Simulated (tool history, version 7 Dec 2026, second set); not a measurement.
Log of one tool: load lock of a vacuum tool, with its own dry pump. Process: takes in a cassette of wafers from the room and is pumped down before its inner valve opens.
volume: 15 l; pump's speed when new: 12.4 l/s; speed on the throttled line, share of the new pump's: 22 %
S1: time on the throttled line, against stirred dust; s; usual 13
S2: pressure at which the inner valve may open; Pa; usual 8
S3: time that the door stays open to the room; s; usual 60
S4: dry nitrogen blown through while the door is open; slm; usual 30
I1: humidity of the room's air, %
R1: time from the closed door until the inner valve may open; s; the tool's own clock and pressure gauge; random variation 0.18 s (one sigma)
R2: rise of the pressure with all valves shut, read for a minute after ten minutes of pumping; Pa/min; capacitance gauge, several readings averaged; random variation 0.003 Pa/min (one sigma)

run	hour	S1	S2	S3	S4	I1	R1	R2
1	0	13	8	60	30	45.6	22.5	0.105
2	346	13	8	60	30	42.2	22.6	0.116
3	709.3	17	8	60	30	44.1	25.6	0.135
4	1157.2	17	8	60	30	43	25.5	0.15
5	1507	17	8	60	30	42.6	25.7	0.156
6	1995.9	17	8	60	30	46.9	25.3	0.187
# hour 2112.7: door's seal changed, seat wiped
7	2316.4	17	8	60	30	48	25.7	0.052
8	2796.5	17	8	60	30	42.6	25.8	0.054
9	3271.9	17	8	60	30	43.9	25.5	0.06
10	3779.8	13	8	139	30	49.2	23	0.083
11	4094.8	13	8	139	30	45.5	22.8	0.077
12	4448.3	13	8	139	30	46.9	23.3	0.094
13	4962.3	13	8	139	30	49	23.5	0.11
14	5322.6	13	8	139	30	44.4	22.8	0.114
15	5829	16	8	70	31	46.2	25.5	0.116
# hour 5902.3: dry pump taken out, an overhauled one fitted
16	6105.2	23	8	27	30	46.2	29.2	0.115
17	6420.8	23	8	27	30	42.8	29.4	0.124
18	6884.8	23	8	27	30	39.9	29.7	0.138
19	7176.9	13	8	129	30	43.7	21.6	0.169
20	7592.5	19	8	129	42	43.2	26.2	0.181
21	7846.5	10	11	186	6	43.2	19.2	0.268
# hour 7959.2: door's seal changed, seat wiped
22	8058.9	13	8	223	20	45.6	21.8	0.087
23	8532.2	9	8	60	29	42.3	18.8	0.037
24	8807.2	9	8	85	29	42.8	19	0.053

The next listed run, before its measurement:
25	9256.8	22	9	85	30	47	?	?

{"run 25": {"R1": 28.7, "R2": 0.062}}
Without the tool's hidden state the same run would have given R1 28.4 s, R2 0.05 Pa/min.

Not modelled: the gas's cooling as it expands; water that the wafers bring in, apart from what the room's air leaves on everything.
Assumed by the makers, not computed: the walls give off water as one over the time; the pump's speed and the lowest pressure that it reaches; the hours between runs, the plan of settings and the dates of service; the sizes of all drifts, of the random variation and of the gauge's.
